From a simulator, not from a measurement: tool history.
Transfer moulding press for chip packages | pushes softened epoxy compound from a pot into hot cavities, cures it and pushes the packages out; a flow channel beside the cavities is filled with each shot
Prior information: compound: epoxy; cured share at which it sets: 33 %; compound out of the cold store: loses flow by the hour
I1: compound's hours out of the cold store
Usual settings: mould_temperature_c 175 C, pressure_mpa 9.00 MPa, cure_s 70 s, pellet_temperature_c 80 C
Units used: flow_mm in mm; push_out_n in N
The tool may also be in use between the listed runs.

{"run": 1, "hour": 0.0, "mould_temperature_c": 175, "pressure_mpa": 9.0, "cure_s": 70, "pellet_temperature_c": 80, "I1": 24.7, "flow_mm": 814, "push_out_n": 844}
{"hour": 14.1, "done": "plunger's sealing rings changed"}
{"run": 2, "hour": 15.2, "mould_temperature_c": 175, "pressure_mpa": 9.0, "cure_s": 70, "pellet_temperature_c": 80, "I1": 12.9, "flow_mm": 889, "push_out_n": 887}
{"run": 3, "hour": 21.1, "mould_temperature_c": 175, "pressure_mpa": 9.0, "cure_s": 70, "pellet_temperature_c": 80, "I1": 10.1, "flow_mm": 892, "push_out_n": 959}
{"run": 4, "hour": 32.0, "mould_temperature_c": 175, "pressure_mpa": 9.0, "cure_s": 70, "pellet_temperature_c": 80, "I1": 46.7, "flow_mm": 795, "push_out_n": 943}
{"hour": 41.3, "done": "cavities cleaned with cleaning compound and waxed"}
{"run": 5, "hour": 42.1, "mould_temperature_c": 175, "pressure_mpa": 9.0, "cure_s": 70, "pellet_temperature_c": 80, "I1": 14.8, "flow_mm": 877, "push_out_n": 1088}
{"run": 6, "hour": 54.2, "mould_temperature_c": 175, "pressure_mpa": 9.0, "cure_s": 70, "pellet_temperature_c": 80, "I1": 29.0, "flow_mm": 835, "push_out_n": 1055}
{"run": 7, "hour": 60.1, "mould_temperature_c": 178, "pressure_mpa": 9.0, "cure_s": 70, "pellet_temperature_c": 80, "I1": 23.1, "flow_mm": 835, "push_out_n": 902}
{"run": 8, "hour": 67.9, "mould_temperature_c": 175, "pressure_mpa": 9.42, "cure_s": 70, "pellet_temperature_c": 80, "I1": 8.3, "flow_mm": 917, "push_out_n": 1052}
{"run": 9, "hour": 78.2, "mould_temperature_c": 175, "pressure_mpa": 9.0, "cure_s": 53, "pellet_temperature_c": 80, "I1": 29.5, "flow_mm": 822, "push_out_n": 2000}
{"run": 10, "hour": 88.8, "mould_temperature_c": 175, "pressure_mpa": 10.91, "cure_s": 70, "pellet_temperature_c": 80, "I1": 47.1, "flow_mm": 859, "push_out_n": 975}
{"run": 11, "hour": 100.9, "mould_temperature_c": 175, "pressure_mpa": 10.91, "cure_s": 70, "pellet_temperature_c": 80, "I1": 30.4, "flow_mm": 896, "push_out_n": 993}
{"run": 12, "hour": 108.9, "mould_temperature_c": 175, "pressure_mpa": 10.91, "cure_s": 70, "pellet_temperature_c": 80, "I1": 34.8, "flow_mm": 890, "push_out_n": 1012}
{"hour": 113.6, "done": "cavities cleaned with cleaning compound and waxed, once more"}
{"run": 13, "hour": 117.5, "mould_temperature_c": 175, "pressure_mpa": 9.0, "cure_s": 70, "pellet_temperature_c": 80, "I1": 41.3, "flow_mm": 778, "push_out_n": 487}
{"run": 14, "hour": 127.3, "mould_temperature_c": 175, "pressure_mpa": 9.0, "cure_s": 70, "pellet_temperature_c": 80, "I1": 8.6, "flow_mm": 881, "push_out_n": 661}
{"run": 15, "hour": 135.7, "mould_temperature_c": 178, "pressure_mpa": 7.23, "cure_s": 70, "pellet_temperature_c": 78, "I1": 47.3, "flow_mm": 679, "push_out_n": 645}
{"run": 16, "hour": 143.8, "mould_temperature_c": 173, "pressure_mpa": 7.64, "cure_s": 70, "pellet_temperature_c": 80, "I1": 33.9, "flow_mm": 740, "push_out_n": 852}
{"run": 17, "hour": 151.2, "mould_temperature_c": 171, "pressure_mpa": 9.0, "cure_s": 70, "pellet_temperature_c": 74, "I1": 37.1, "flow_mm": 800, "push_out_n": 1034}
{"run": 18, "hour": 164.2, "mould_temperature_c": 171, "pressure_mpa": 8.86, "cure_s": 70, "pellet_temperature_c": 86, "I1": 19.3, "flow_mm": 842, "push_out_n": 1137}
{"run": 19, "hour": 174.2, "mould_temperature_c": 177, "pressure_mpa": 9.52, "cure_s": 52, "pellet_temperature_c": 86, "I1": 28.7, "flow_mm": 821, "push_out_n": 1579}
{"run": 20, "hour": 187.3, "mould_temperature_c": 177, "pressure_mpa": 9.52, "cure_s": 52, "pellet_temperature_c": 86, "I1": 11.3, "flow_mm": 879, "push_out_n": 1776}
{"hour": 191.7, "done": "cavities cleaned with cleaning compound and waxed"}
{"run": 21, "hour": 194.8, "mould_temperature_c": 177, "pressure_mpa": 9.52, "cure_s": 52, "pellet_temperature_c": 86, "I1": 46.1, "flow_mm": 764, "push_out_n": 803}
{"run": 22, "hour": 206.3, "mould_temperature_c": 175, "pressure_mpa": 7.99, "cure_s": 55, "pellet_temperature_c": 85, "I1": 15.0, "flow_mm": 790, "push_out_n": 1142}
{"run": 23, "hour": 214.3, "mould_temperature_c": 175, "pressure_mpa": 7.99, "cure_s": 55, "pellet_temperature_c": 85, "I1": 29.7, "flow_mm": 743, "push_out_n": 1292}
{"run": 24, "hour": 221.3, "mould_temperature_c": 175, "pressure_mpa": 7.99, "cure_s": 55, "pellet_temperature_c": 85, "I1": 36.0, "flow_mm": 742, "push_out_n": 1321}
{"run": 25, "hour": 233.0, "mould_temperature_c": 167, "pressure_mpa": 6.89, "cure_s": 83, "pellet_temperature_c": 90, "I1": 43.9, "flow_mm": 688, "push_out_n": 921}
{"run": 26, "hour": 241.6, "mould_temperature_c": 175, "pressure_mpa": 7.53, "cure_s": 90, "pellet_temperature_c": 80, "I1": 34.4, "flow_mm": 710, "push_out_n": 736}
{"run": 27, "hour": 251.4, "mould_temperature_c": 175, "pressure_mpa": 9.92, "cure_s": 73, "pellet_temperature_c": 80, "I1": 41.8, "flow_mm": 791, "push_out_n": 847}

5 options for the next run, each taken on its own from the tool as it stands now. Forecast them:
{"run": "A", "hour": 260.6, "mould_temperature_c": 173, "pressure_mpa": 7.69, "cure_s": 73, "pellet_temperature_c": 80, "I1": 17.7, "flow_mm": "?", "push_out_n": "?"}
{"run": "B", "hour": 260.6, "mould_temperature_c": 175, "pressure_mpa": 10.81, "cure_s": 63, "pellet_temperature_c": 76, "I1": 23.8, "flow_mm": "?", "push_out_n": "?"}
{"run": "C", "hour": 260.6, "mould_temperature_c": 172, "pressure_mpa": 9.0, "cure_s": 102, "pellet_temperature_c": 76, "I1": 18.2, "flow_mm": "?", "push_out_n": "?"}
{"run": "D", "hour": 260.6, "mould_temperature_c": 182, "pressure_mpa": 7.57, "cure_s": 65, "pellet_temperature_c": 80, "I1": 37.1, "flow_mm": "?", "push_out_n": "?"}
{"run": "E", "hour": 260.6, "mould_temperature_c": 168, "pressure_mpa": 9.92, "cure_s": 79, "pellet_temperature_c": 78, "I1": 15.2, "flow_mm": "?", "push_out_n": "?"}

run=A flow_mm=757 push_out_n=972
run=B flow_mm=871 push_out_n=1151
run=C flow_mm=828 push_out_n=793
run=D flow_mm=678 push_out_n=811
run=E flow_mm=895 push_out_n=1161
What these runs would have given with no unlogged condition in the tool:
run=A flow_mm=807 push_out_n=461
run=B flow_mm=928 push_out_n=552
run=C flow_mm=882 push_out_n=373
run=D flow_mm=722 push_out_n=381
run=E flow_mm=954 push_out_n=557
